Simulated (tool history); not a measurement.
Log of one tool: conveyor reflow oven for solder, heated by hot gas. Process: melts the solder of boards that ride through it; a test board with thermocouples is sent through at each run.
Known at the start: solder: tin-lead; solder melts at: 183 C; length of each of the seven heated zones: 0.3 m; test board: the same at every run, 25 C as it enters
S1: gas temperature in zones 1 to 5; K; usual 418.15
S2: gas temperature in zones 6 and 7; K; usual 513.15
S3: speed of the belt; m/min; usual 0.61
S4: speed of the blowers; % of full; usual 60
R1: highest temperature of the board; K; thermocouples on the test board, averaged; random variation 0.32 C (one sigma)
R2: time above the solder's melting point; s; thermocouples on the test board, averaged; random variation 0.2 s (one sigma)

run   hour      S1      S2     S3  S4      R1    R2
  1      0  418.15  513.15   0.61  60  492.65  47.3
  2   32.8  418.15  513.15   0.61  60  492.85  46.8
  3   71.5  418.15  513.15   0.61  60  492.25  46.8
  4   97.9  418.15  517.15   0.61  60  496.05    49
  5  115.1  418.15  517.15   0.61  60  496.25  49.1
  6  164.9  418.15  513.15  0.576  60  494.55  51.5
  7  187.4  418.15  513.15  0.576  60  494.65  51.3
  8  220.6  418.15  513.15  0.576  60  494.75  51.6
  9  259.1  418.15  513.15  0.576  60  494.35  51.3
 10  276.7  418.15  513.15  0.576  60  495.25  51.2
 11  316.2  418.15  513.15   0.61  60  492.95  47.2
 12  355.1  418.15  513.15   0.61  60  492.25  47.1
 13  385.1  418.15  513.15   0.61  60  493.25  46.9
 14  403.9  418.15  513.15   0.61  60  493.15  46.9
 15  443.8  418.15  513.15   0.61  60  493.45  46.9
 16  476.1  418.15  513.15   0.61  60  492.65    47
 17  492.8  419.15  513.15  0.616  60  492.55  46.7
 18  526.9  408.15  527.15  0.687  55  495.95  39.9
 19  546.1  418.15  526.15  0.675  60  499.85  45.3
 20  579.8  416.15  528.15  0.568  59  507.25  57.8
 21  598.8  415.15  528.15  0.581  59  506.15  55.9
 22  620.2  418.15  528.15   0.61  51  503.55  52.4
 23    643  406.15  525.15   0.61  64  501.45  48.2
 24  664.6  406.15  525.15   0.61  64  501.45  48.4
 25  686.7  425.15  517.15  0.642  74  498.45  50.2
 26  723.1  403.15  517.15  0.633  88  496.65  43.8
 27  751.9  425.15  501.15  0.685  59  480.65  35.4
 28  769.3  425.15  501.15  0.559  86  489.85  53.2
 29  800.3  425.15  501.15  0.559  86  490.45  53.4
 30  831.1  418.15  505.15   0.61  60  486.05    43
 31  868.3  404.15  513.15   0.61  50  486.95    39
 32  894.4  404.15  513.15   0.61  50  486.65  38.9

Taken out of this log: 3 entries between the listed runs. Where each belongs, and how the hidden state differs across it:
Between runs 5 and 6: belt drive overhauled, speed set with a stopwatch (hour 129); flux residue cleaned out of gas plates and filters (hour 151.5)
  heat that the gas passes to the board, % of a clean oven's: 99.4 -> 99.9; belt's true speed, % of the reading: 99.93 -> 100
Between runs 30 and 31: flux residue cleaned out of gas plates and filters (hour 860)
  heat that the gas passes to the board, % of a clean oven's: 99.4 -> 100
